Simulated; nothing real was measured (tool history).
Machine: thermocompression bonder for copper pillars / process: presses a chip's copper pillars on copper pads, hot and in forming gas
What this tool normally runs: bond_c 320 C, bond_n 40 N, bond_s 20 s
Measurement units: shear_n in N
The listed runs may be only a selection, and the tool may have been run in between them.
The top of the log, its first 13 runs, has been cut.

run	hour	bond_c	bond_n	bond_s	hours of work since the heater was calibrated	hours of work since the force cell was calibrated	hours of work since the gas filter was changed	shear_n
# hour 113.1: heater calibrated with a thermocouple chip
14	122.4	297	40	20	5	102	187	58.8
15	134.6	297	40	20	12	109	194	58.7
16	146.6	292	49	58	19	116	201	83.5
17	157.1	299	57	58	25	122	207	91.3
18	166.2	299	57	58	30	127	212	91.8
19	176.4	299	57	14	36	133	218	65.2
# hour 186.3: heater calibrated with a thermocouple chip, once more
20	189.1	299	24	14	2	139	224	41.5
21	199.0	345	29	12	7	144	230	73.2
22	205.8	320	49	20	11	148	234	85.3
23	215.7	349	46	11	17	154	239	88.4
24	228.7	349	46	22	24	161	247	98.9
25	242.4	349	46	22	32	169	255	99.1
26	249.4	312	42	53	36	173	259	92.9
27	263.4	312	42	45	44	181	267	90.0

For run 28, what comes out?
28	276.6	312	42	39	52	189	274	?

Run 28 yielded shear_n 87.8 N.
Without the tool's hidden state the same run would have given shear_n 90.2 N.
